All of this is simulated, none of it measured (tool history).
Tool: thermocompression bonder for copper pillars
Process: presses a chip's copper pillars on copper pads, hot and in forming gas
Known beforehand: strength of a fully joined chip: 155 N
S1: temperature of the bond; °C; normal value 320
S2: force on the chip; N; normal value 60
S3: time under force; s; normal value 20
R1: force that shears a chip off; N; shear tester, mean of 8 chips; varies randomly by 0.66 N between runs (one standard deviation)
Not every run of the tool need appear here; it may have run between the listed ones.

| run | hour | S1 | S2 | S3 | R1 |
|---|---|---|---|---|---|
| 1 | 0 | 320 | 60 | 20 | 59.5 |
| 2 | 41.8 | 320 | 60 | 20 | 59.6 |
| 3 | 110.6 | 320 | 60 | 20 | 58.1 |
|  | 162.4 | forming gas filter changed |
| 4 | 173.4 | 320 | 60 | 20 | 60.9 |
| 5 | 229.4 | 320 | 60 | 20 | 61.7 |
| 6 | 285.7 | 320 | 60 | 33 | 71.3 |
| 7 | 360.2 | 320 | 65 | 20 | 61.5 |
|  | 419 | forming gas filter changed |
| 8 | 429.5 | 320 | 65 | 20 | 63.2 |
| 9 | 523.7 | 320 | 65 | 20 | 62.3 |
| 10 | 612.5 | 320 | 65 | 20 | 59.9 |
| 11 | 663.4 | 320 | 41 | 16 | 40.8 |
|  | 679.9 | forming gas filter changed |
| 12 | 720.4 | 320 | 60 | 53 | 84.5 |
| 13 | 783.4 | 320 | 60 | 53 | 81.7 |
|  | 789.1 | force cell calibrated |
| 14 | 832.7 | 320 | 48 | 20 | 50.8 |
| 15 | 909.3 | 336 | 76 | 16 | 74.6 |
|  | 939.6 | forming gas filter changed |
| 16 | 959.1 | 304 | 48 | 17 | 37.4 |
| 17 | 999 | 304 | 53 | 15 | 35.9 |
| 18 | 1064 | 303 | 60 | 20 | 45.3 |
| 19 | 1142.7 | 303 | 60 | 20 | 43 |
|  | 1195.4 | forming gas filter changed |
| 20 | 1207.2 | 303 | 60 | 20 | 45.8 |

Consider 3 possible next runs. They are alternatives, not a sequence: every one starts from the tool as it was left by run 20. What does each give?
|  | 1253.3 | force cell calibrated, once more |
| A | 1297.4 | 304 | 51 | 53 | ? |
|  | 1253.3 | force cell calibrated, once more |
| B | 1297.4 | 320 | 36 | 20 | ? |
|  | 1253.3 | force cell calibrated, once more |
| C | 1297.4 | 348 | 60 | 20 | ? |

| run | R1 |
|---|---|
| A | 58.3 |
| B | 40.4 |
| C | 80.2 |
What these runs would have given with no unlogged condition in the tool:
| run | R1 |
|---|---|
| A | 70.3 |
| B | 49.1 |
| C | 92.4 |
